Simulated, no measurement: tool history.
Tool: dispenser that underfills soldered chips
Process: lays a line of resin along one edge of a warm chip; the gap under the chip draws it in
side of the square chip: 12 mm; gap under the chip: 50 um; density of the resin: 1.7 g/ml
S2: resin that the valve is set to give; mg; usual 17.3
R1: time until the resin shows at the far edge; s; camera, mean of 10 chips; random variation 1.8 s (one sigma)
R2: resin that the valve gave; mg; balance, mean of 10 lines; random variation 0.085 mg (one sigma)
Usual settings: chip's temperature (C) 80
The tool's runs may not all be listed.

Run 1, hour 0.0: usual settings. Result: R1 207.4 s, R2 16.97 mg.
At hour 7.6: new syringe of resin.
Run 2, hour 7.6: usual settings. Result: R1 180.1 s, R2 17.19 mg.
Run 3, hour 12.5: usual settings but chip's temperature (C) 93. Result: R1 137.7 s, R2 16.84 mg.
At hour 18.3: new syringe of resin.
Run 4, hour 19.9: usual settings but chip's temperature (C) 93, S2 19.2 mg. Result: R1 115.6 s, R2 19.03 mg.
At hour 29.3: new syringe of resin.
Run 5, hour 29.3: usual settings but chip's temperature (C) 93, S2 19.2 mg. Result: R1 102.7 s, R2 18.80 mg.
At hour 39.9: new syringe of resin.
Run 6, hour 39.9: usual settings but S2 15.4 mg. Result: R1 183.3 s, R2 14.92 mg.
Run 7, hour 49.3: usual settings but S2 15.4 mg. Result: R1 291.8 s, R2 14.92 mg.
At hour 51.0: new syringe of resin.
Run 8, hour 57.9: usual settings but S2 15.4 mg. Result: R1 257.8 s, R2 15.12 mg.
At hour 61.9: new syringe of resin.
Run 9, hour 63.1: usual settings but S2 15.4 mg. Result: R1 194.5 s, R2 14.95 mg.
At hour 72.4: new syringe of resin.
Run 10, hour 73.4: usual settings but S2 15.4 mg. Result: R1 196.5 s, R2 14.80 mg.
Run 11, hour 79.9: usual settings but S2 16.8 mg. Result: R1 264.5 s, R2 16.29 mg.
At hour 83.3: new syringe of resin.
Run 12, hour 87.7: usual settings but S2 16.8 mg. Result: R1 228.0 s, R2 16.14 mg.
At hour 94.0: new syringe of resin.
Run 13, hour 98.5: usual settings but chip's temperature (C) 92, S2 20.2 mg. Result: R1 134.1 s, R2 19.31 mg.
At hour 104.6: new syringe of resin.
Run 14, hour 104.6: usual settings but chip's temperature (C) 77, S2 20.6 mg. Result: R1 195.1 s, R2 19.70 mg.
Run 15, hour 114.7: usual settings but chip's temperature (C) 82, S2 14.8 mg. Result: R1 284.6 s, R2 14.09 mg.

5 ways to go on from here, each from the tool as it stands after run 15. What would each give?
At hour 115.7: new syringe of resin.
Run A, hour 120.2: usual settings but chip's temperature (C) 69, S2 14.8 mg. Result: R1 ?, R2 ?.
At hour 115.7: new syringe of resin.
Run B, hour 120.2: usual settings but S2 15.4 mg. Result: R1 ?, R2 ?.
At hour 115.7: new syringe of resin.
Run C, hour 120.2: usual settings but chip's temperature (C) 82, S2 17.0 mg. Result: R1 ?, R2 ?.
At hour 115.7: new syringe of resin.
Run D, hour 120.2: usual settings but S2 17.0 mg. Result: R1 ?, R2 ?.
At hour 115.7: new syringe of resin.
Run E, hour 120.2: usual settings but chip's temperature (C) 88, S2 21.4 mg. Result: R1 ?, R2 ?.

run     R1     R2
  A  371.7  14.23
  B  230.5  14.69
  C  204.7  16.19
  D  224.0  16.24
  E  156.7  20.27
Without the tool's hidden state the same runs would have given:
run     R1     R2
  A  298.7  14.92
  B  185.3  15.41
  C  165.5  16.98
  D  181.1  17.03
  E  127.6  21.26
